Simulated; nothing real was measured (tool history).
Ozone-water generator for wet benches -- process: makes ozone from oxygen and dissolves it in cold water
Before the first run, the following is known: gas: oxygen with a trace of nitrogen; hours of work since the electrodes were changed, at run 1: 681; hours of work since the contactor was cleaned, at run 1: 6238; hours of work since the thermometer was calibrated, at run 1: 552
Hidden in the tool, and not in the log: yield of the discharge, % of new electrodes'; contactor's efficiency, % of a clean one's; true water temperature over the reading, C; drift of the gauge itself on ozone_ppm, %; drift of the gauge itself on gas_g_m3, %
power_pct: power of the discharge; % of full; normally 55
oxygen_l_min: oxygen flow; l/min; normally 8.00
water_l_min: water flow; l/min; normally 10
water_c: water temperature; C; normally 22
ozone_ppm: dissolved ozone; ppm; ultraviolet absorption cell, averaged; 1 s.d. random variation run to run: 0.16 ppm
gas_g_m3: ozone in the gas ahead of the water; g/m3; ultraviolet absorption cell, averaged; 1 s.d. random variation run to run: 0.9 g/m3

run   hour  power_pct  oxygen_l_min  water_l_min  water_c  hours of work since the electrodes were changed  hours of work since the contactor was cleaned  hours of work since the thermometer was calibrated  ozone_ppm  gas_g_m3
  1    0.0         55          8.00           10       22                                              681                                           6238                                                 552       19.6     151.0
  2   36.5         55          8.00           13       22                                              716                                           6274                                                 587       17.0     149.8
  3   68.2         55          8.00           13       24                                              747                                           6304                                                 618       16.5     150.5
  4  106.0         55          8.00           13       24                                              783                                           6340                                                 654       16.2     148.6
  5  150.9         55          8.00           13       24                                              826                                           6384                                                 697       16.5     151.1
  6  196.8         55          8.00           10       22                                              870                                           6428                                                 741       19.4     150.3
  7  223.6         55          8.00           10       22                                              896                                           6454                                                 767       19.5     149.5
  8  264.0         55          8.00           12       22                                              935                                           6493                                                 806       17.6     150.1
  9  293.6         55          5.75           10       22                                              964                                           6521                                                 835       21.2     182.2
 10  339.9         55          8.00           10       20                                             1008                                           6566                                                 879       19.7     149.6
 11  360.2         55          8.00           10       22                                             1028                                           6585                                                 899       19.0     147.9
 12  391.5         55          8.00           10       21                                             1058                                           6616                                                 929       19.8     149.5
 13  440.4         74          8.00           10       22                                             1105                                           6663                                                 976       23.1     182.8
 14  462.6         74          8.00           10       22                                             1127                                           6684                                                 998       23.9     183.5
 15  498.1         90         13.90           10       24                                             1161                                           6718                                                1032       20.4     148.3
 16  534.0         90         13.90           10       24                                             1195                                           6753                                                1066       20.4     147.7
 17  559.3         55          8.00           16       22                                             1220                                           6777                                                1091       15.1     147.5
 18  599.3         50          8.95           11       26                                             1258                                           6816                                                1129       15.1     130.2
 19  628.8         90          8.00           10       22                                             1287                                           6844                                                1158       26.8     208.0
 20  657.6         57         11.56            8       26                                             1314                                           6872                                                1185       16.7     120.8
 21  704.9         76         11.56           12       20                                             1360                                           6917                                                1231       20.1     146.3
 22  729.2         41          4.11           11       15                                             1383                                           6941                                                1254       20.1     184.0
 23  769.8         41          4.11           11       15                                             1422                                           6980                                                1293       20.1     183.2
 24  805.4         55          8.00            7       28                                             1457                                           7014                                                1328       18.9     148.1
 25  851.6         55          8.00            7       28                                             1501                                           7059                                                1372       19.0     146.6
 26  895.8         82          8.35           15       19                                             1544                                           7101                                                1415       21.3     188.8
 27  942.3         65          9.44           10       22                                             1589                                           7146                                                1460       20.1     149.8
 28  989.3         43          8.00           10       22                                             1634                                           7191                                                1505       15.6     124.6

Consider 3 possible next runs. They are alternatives, not a sequence: every one starts from the tool as it was left by run 28. What does each give?
  A  1013.6         48          8.00           10       14                                             1657                                           7215                                                1528          ?         ?
  B  1013.6         62          8.00           10       27                                             1657                                           7215                                                1528          ?         ?
  C  1013.6         43         12.28           10       22                                             1657                                           7215                                                1528          ?         ?

run  ozone_ppm  gas_g_m3
  A       21.0     134.8
  B       18.2     163.0
  C       13.6      95.4
Without the tool's hidden state the same runs would have given:
run  ozone_ppm  gas_g_m3
  A       22.4     136.7
  B       19.5     165.9
  C       14.5      96.6
